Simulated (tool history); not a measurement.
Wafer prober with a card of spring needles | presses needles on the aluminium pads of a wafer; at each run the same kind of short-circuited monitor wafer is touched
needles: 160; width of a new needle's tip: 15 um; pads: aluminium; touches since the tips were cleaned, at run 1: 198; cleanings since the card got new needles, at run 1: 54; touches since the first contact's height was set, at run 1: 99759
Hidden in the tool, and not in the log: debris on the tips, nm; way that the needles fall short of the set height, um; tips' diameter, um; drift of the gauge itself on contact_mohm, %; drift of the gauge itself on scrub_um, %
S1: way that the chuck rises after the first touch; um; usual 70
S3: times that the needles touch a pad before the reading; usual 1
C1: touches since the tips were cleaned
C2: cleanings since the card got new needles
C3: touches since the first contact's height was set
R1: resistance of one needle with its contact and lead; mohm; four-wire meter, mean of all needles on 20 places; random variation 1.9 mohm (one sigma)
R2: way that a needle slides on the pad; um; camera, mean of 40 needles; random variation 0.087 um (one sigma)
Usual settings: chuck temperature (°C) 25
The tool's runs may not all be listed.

run 1 hour=0.0 | S1=70 chuck_temperature_(°C)=25 S3=1 | C1=198 C2=54 C3=99759 | R1=209 R2=11.62
-- hour=4.4 tips cleaned on abrasive film
run 2 hour=7.5 | S1=70 chuck_temperature_(°C)=25 S3=2 | C1=1329 C2=55 C3=102951 | R1=218 R2=11.67
-- hour=8.6 tips cleaned on abrasive film
-- hour=13.3 tips cleaned on abrasive film
-- hour=18.0 tips cleaned on abrasive film
-- hour=22.0 tips cleaned on abrasive film
run 3 hour=22.2 | S1=70 chuck_temperature_(°C)=25 S3=2 | C1=99 C2=59 C3=109130 | R1=207 R2=11.60
-- hour=26.8 tips cleaned on abrasive film
-- hour=30.9 tips cleaned on abrasive film
run 4 hour=31.5 | S1=63 chuck_temperature_(°C)=25 S3=1 | C1=260 C2=61 C3=113040 | R1=216 R2=10.40
-- hour=34.9 tips cleaned on abrasive film
-- hour=39.3 tips cleaned on abrasive film
run 5 hour=42.2 | S1=70 chuck_temperature_(°C)=25 S3=1 | C1=1265 C2=63 C3=117582 | R1=233 R2=11.73
-- hour=43.7 tips cleaned on abrasive film
-- hour=48.3 tips cleaned on abrasive film
-- hour=52.7 tips cleaned on abrasive film
run 6 hour=54.7 | S1=70 chuck_temperature_(°C)=25 S3=1 | C1=869 C2=66 C3=122830 | R1=226 R2=11.64
-- hour=57.5 tips cleaned on abrasive film
run 7 hour=61.2 | S1=70 chuck_temperature_(°C)=25 S3=1 | C1=1588 C2=67 C3=125571 | R1=243 R2=11.55
-- hour=62.2 tips cleaned on abrasive film
-- hour=66.9 tips cleaned on abrasive film
-- hour=71.2 tips cleaned on abrasive film
-- hour=75.5 tips cleaned on abrasive film
run 8 hour=75.5 | S1=69 chuck_temperature_(°C)=25 S3=1 | C1=0 C2=71 C3=131585 | R1=204 R2=11.26
-- hour=80.4 tips cleaned on abrasive film
-- hour=84.8 tips cleaned on abrasive film
-- hour=88.9 tips cleaned on abrasive film
run 9 hour=88.9 | S1=70 chuck_temperature_(°C)=25 S3=1 | C1=0 C2=74 C3=137210 | R1=204 R2=11.53
-- hour=93.3 tips cleaned on abrasive film
-- hour=97.9 tips cleaned on abrasive film
run 10 hour=97.9 | S1=70 chuck_temperature_(°C)=25 S3=1 | C1=0 C2=76 C3=141034 | R1=209 R2=11.68
-- hour=102.2 tips cleaned on abrasive film
-- hour=106.8 tips cleaned on abrasive film
run 11 hour=109.9 | S1=70 chuck_temperature_(°C)=25 S3=1 | C1=1367 C2=78 C3=146122 | R1=240 R2=11.63
-- hour=111.0 tips cleaned on abrasive film
-- hour=115.6 tips cleaned on abrasive film
-- hour=120.2 tips cleaned on abrasive film
run 12 hour=120.3 | S1=63 chuck_temperature_(°C)=25 S3=1 | C1=13 C2=81 C3=150445 | R1=208 R2=10.25
-- hour=121.5 height of the first contact set anew
-- hour=125.2 tips cleaned on abrasive film
run 13 hour=128.2 | S1=70 chuck_temperature_(°C)=25 S3=1 | C1=1282 C2=82 C3=2848 | R1=237 R2=11.08
-- hour=130.0 tips cleaned on abrasive film
-- hour=134.8 tips cleaned on abrasive film
-- hour=139.0 tips cleaned on abrasive film
run 14 hour=140.8 | S1=62 chuck_temperature_(°C)=25 S3=1 | C1=769 C2=85 C3=8164 | R1=232 R2=9.82
-- hour=143.5 tips cleaned on abrasive film
-- hour=148.3 tips cleaned on abrasive film
run 15 hour=152.0 | S1=78 chuck_temperature_(°C)=56 S3=1 | C1=1604 C2=87 C3=12914 | R1=242 R2=12.74
-- hour=153.1 tips cleaned on abrasive film
-- hour=157.4 tips cleaned on abrasive film
-- hour=162.2 tips cleaned on abrasive film
run 16 hour=165.4 | S1=78 chuck_temperature_(°C)=33 S3=1 | C1=1368 C2=90 C3=18537 | R1=232 R2=12.60
-- hour=166.5 tips cleaned on abrasive film
-- hour=170.9 tips cleaned on abrasive film
run 17 hour=173.0 | S1=78 chuck_temperature_(°C)=33 S3=1 | C1=903 C2=92 C3=21727 | R1=220 R2=12.49
-- hour=175.4 tips cleaned on abrasive film
-- hour=180.0 tips cleaned on abrasive film
run 18 hour=180.7 | S1=64 chuck_temperature_(°C)=25 S3=1 | C1=281 C2=94 C3=24964 | R1=221 R2=10.10
-- hour=184.4 tips cleaned on abrasive film
-- hour=189.0 tips cleaned on abrasive film
-- hour=193.4 tips cleaned on abrasive film
run 19 hour=194.6 | S1=78 chuck_temperature_(°C)=29 S3=1 | C1=497 C2=97 C3=30813 | R1=219 R2=12.51
-- hour=198.0 tips cleaned on abrasive film
-- hour=202.2 tips cleaned on abrasive film
run 20 hour=202.2 | S1=78 chuck_temperature_(°C)=29 S3=1 | C1=0 C2=99 C3=34009 | R1=208 R2=12.44
-- hour=206.8 tips cleaned on abrasive film
-- hour=210.7 height of the first contact set anew, once more
-- hour=211.7 tips cleaned on abrasive film
run 21 hour=215.1 | S1=77 chuck_temperature_(°C)=37 S3=2 | C1=1444 C2=101 C3=1863 | R1=223 R2=13.26
-- hour=216.1 tips cleaned on abrasive film
-- hour=221.0 tips cleaned on abrasive film
run 22 hour=222.8 | S1=77 chuck_temperature_(°C)=37 S3=2 | C1=798 C2=103 C3=5110 | R1=219 R2=13.22
-- hour=225.6 tips cleaned on abrasive film
run 23 hour=229.0 | S1=57 chuck_temperature_(°C)=92 S3=1 | C1=1484 C2=104 C3=7745 | R1=263 R2=9.85
-- hour=230.1 tips cleaned on abrasive film
-- hour=234.6 tips cleaned on abrasive film
-- hour=239.1 tips cleaned on abrasive film
run 24 hour=241.8 | S1=72 chuck_temperature_(°C)=25 S3=1 | C1=1159 C2=107 C3=13133 | R1=233 R2=12.46
-- hour=243.7 tips cleaned on abrasive film
-- hour=248.2 tips cleaned on abrasive film
-- hour=252.7 tips cleaned on abrasive film
run 25 hour=255.0 | S1=72 chuck_temperature_(°C)=25 S3=1 | C1=978 C2=110 C3=18683 | R1=233 R2=12.42
-- hour=257.0 tips cleaned on abrasive film
-- hour=261.1 tips cleaned on abrasive film
run 26 hour=263.3 | S1=72 chuck_temperature_(°C)=25 S3=1 | C1=949 C2=112 C3=22180 | R1=229 R2=12.27
-- hour=265.8 tips cleaned on abrasive film
-- hour=269.9 tips cleaned on abrasive film
-- hour=274.6 tips cleaned on abrasive film
run 27 hour=275.8 | S1=51 chuck_temperature_(°C)=25 S3=1 | C1=536 C2=115 C3=27456 | R1=237 R2=8.68

Forecast run 28:
-- hour=279.4 tips cleaned on abrasive film
-- hour=283.8 tips cleaned on abrasive film
run 28 hour=285.1 | S1=76 chuck_temperature_(°C)=68 S3=1 | C1=560 C2=117 C3=31361 | R1=? R2=?

{"run 28": {"R1": 227, "R2": 12.91}}
Without the tool's hidden state the same run would have given R1 212 mohm, R2 13.03 um.
